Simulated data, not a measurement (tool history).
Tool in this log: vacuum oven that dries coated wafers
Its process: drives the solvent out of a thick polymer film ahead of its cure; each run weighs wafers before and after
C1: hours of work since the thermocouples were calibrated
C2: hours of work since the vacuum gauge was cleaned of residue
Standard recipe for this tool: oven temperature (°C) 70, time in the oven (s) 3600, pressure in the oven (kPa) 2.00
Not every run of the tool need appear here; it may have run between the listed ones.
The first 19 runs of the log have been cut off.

run 20 hour=401.1 | oven_temperature_(°C)=70 time_in_the_oven_(s)=3600 pressure_in_the_oven_(kPa)=3.55 | C1=95 C2=451 | solvent_left_in_the_film_(%)=4.52
run 21 hour=413.8 | oven_temperature_(°C)=70 time_in_the_oven_(s)=3600 pressure_in_the_oven_(kPa)=3.55 | C1=104 C2=460 | solvent_left_in_the_film_(%)=4.52
run 22 hour=437.5 | oven_temperature_(°C)=72 time_in_the_oven_(s)=2280 pressure_in_the_oven_(kPa)=3.12 | C1=123 C2=479 | solvent_left_in_the_film_(%)=4.49
run 23 hour=465.1 | oven_temperature_(°C)=72 time_in_the_oven_(s)=2280 pressure_in_the_oven_(kPa)=3.12 | C1=144 C2=500 | solvent_left_in_the_film_(%)=4.49
run 24 hour=494.5 | oven_temperature_(°C)=60 time_in_the_oven_(s)=3600 pressure_in_the_oven_(kPa)=2.23 | C1=167 C2=523 | solvent_left_in_the_film_(%)=6.34
run 25 hour=514.9 | oven_temperature_(°C)=70 time_in_the_oven_(s)=3900 pressure_in_the_oven_(kPa)=2.00 | C1=183 C2=539 | solvent_left_in_the_film_(%)=2.78
run 26 hour=542.5 | oven_temperature_(°C)=70 time_in_the_oven_(s)=3900 pressure_in_the_oven_(kPa)=2.00 | C1=205 C2=561 | solvent_left_in_the_film_(%)=2.79
run 27 hour=572.0 | oven_temperature_(°C)=70 time_in_the_oven_(s)=3900 pressure_in_the_oven_(kPa)=2.00 | C1=228 C2=584 | solvent_left_in_the_film_(%)=2.79
run 28 hour=590.8 | oven_temperature_(°C)=60 time_in_the_oven_(s)=2520 pressure_in_the_oven_(kPa)=2.00 | C1=242 C2=598 | solvent_left_in_the_film_(%)=7.13
run 29 hour=614.3 | oven_temperature_(°C)=60 time_in_the_oven_(s)=2520 pressure_in_the_oven_(kPa)=2.00 | C1=261 C2=617 | solvent_left_in_the_film_(%)=7.13
run 30 hour=638.2 | oven_temperature_(°C)=60 time_in_the_oven_(s)=2520 pressure_in_the_oven_(kPa)=2.00 | C1=279 C2=635 | solvent_left_in_the_film_(%)=7.14
run 31 hour=659.2 | oven_temperature_(°C)=60 time_in_the_oven_(s)=2520 pressure_in_the_oven_(kPa)=2.00 | C1=295 C2=651 | solvent_left_in_the_film_(%)=7.13
run 32 hour=683.5 | oven_temperature_(°C)=60 time_in_the_oven_(s)=2520 pressure_in_the_oven_(kPa)=2.00 | C1=314 C2=670 | solvent_left_in_the_film_(%)=7.12
run 33 hour=699.9 | oven_temperature_(°C)=70 time_in_the_oven_(s)=3360 pressure_in_the_oven_(kPa)=2.00 | C1=327 C2=683 | solvent_left_in_the_film_(%)=3.09
run 34 hour=712.7 | oven_temperature_(°C)=70 time_in_the_oven_(s)=3660 pressure_in_the_oven_(kPa)=3.98 | C1=337 C2=693 | solvent_left_in_the_film_(%)=4.92
run 35 hour=738.7 | oven_temperature_(°C)=64 time_in_the_oven_(s)=5220 pressure_in_the_oven_(kPa)=1.41 | C1=357 C2=713 | solvent_left_in_the_film_(%)=2.94
run 36 hour=753.3 | oven_temperature_(°C)=55 time_in_the_oven_(s)=3600 pressure_in_the_oven_(kPa)=3.96 | C1=369 C2=725 | solvent_left_in_the_film_(%)=10.41
run 37 hour=783.3 | oven_temperature_(°C)=79 time_in_the_oven_(s)=2820 pressure_in_the_oven_(kPa)=4.53 | C1=392 C2=748 | solvent_left_in_the_film_(%)=3.60
run 38 hour=805.7 | oven_temperature_(°C)=64 time_in_the_oven_(s)=2820 pressure_in_the_oven_(kPa)=4.53 | C1=410 C2=766 | solvent_left_in_the_film_(%)=8.12
run 39 hour=819.4 | oven_temperature_(°C)=64 time_in_the_oven_(s)=2820 pressure_in_the_oven_(kPa)=4.53 | C1=420 C2=776 | solvent_left_in_the_film_(%)=8.13
run 40 hour=841.6 | oven_temperature_(°C)=83 time_in_the_oven_(s)=3600 pressure_in_the_oven_(kPa)=2.00 | C1=437 C2=794 | solvent_left_in_the_film_(%)=1.31
run 41 hour=861.6 | oven_temperature_(°C)=70 time_in_the_oven_(s)=3840 pressure_in_the_oven_(kPa)=3.18 | C1=453 C2=809 | solvent_left_in_the_film_(%)=4.04

Below are 4 alternative next runs, each starting from the tool's condition after run 41. Predict each:
run A hour=888.5 | oven_temperature_(°C)=70 time_in_the_oven_(s)=5760 pressure_in_the_oven_(kPa)=2.00 | C1=474 C2=830 | solvent_left_in_the_film_(%)=?
run B hour=888.5 | oven_temperature_(°C)=77 time_in_the_oven_(s)=3840 pressure_in_the_oven_(kPa)=4.67 | C1=474 C2=830 | solvent_left_in_the_film_(%)=?
run C hour=888.5 | oven_temperature_(°C)=68 time_in_the_oven_(s)=3840 pressure_in_the_oven_(kPa)=1.53 | C1=474 C2=830 | solvent_left_in_the_film_(%)=?
run D hour=888.5 | oven_temperature_(°C)=70 time_in_the_oven_(s)=3000 pressure_in_the_oven_(kPa)=2.14 | C1=474 C2=830 | solvent_left_in_the_film_(%)=?

run=A solvent_left_in_the_film_(%)=2.38
run=B solvent_left_in_the_film_(%)=3.87
run=C solvent_left_in_the_film_(%)=2.78
run=D solvent_left_in_the_film_(%)=3.46
Take away the tool's hidden state, keep each run's random variation, and the runs would have read:
run=A solvent_left_in_the_film_(%)=2.38
run=B solvent_left_in_the_film_(%)=3.88
run=C solvent_left_in_the_film_(%)=2.78
run=D solvent_left_in_the_film_(%)=3.47
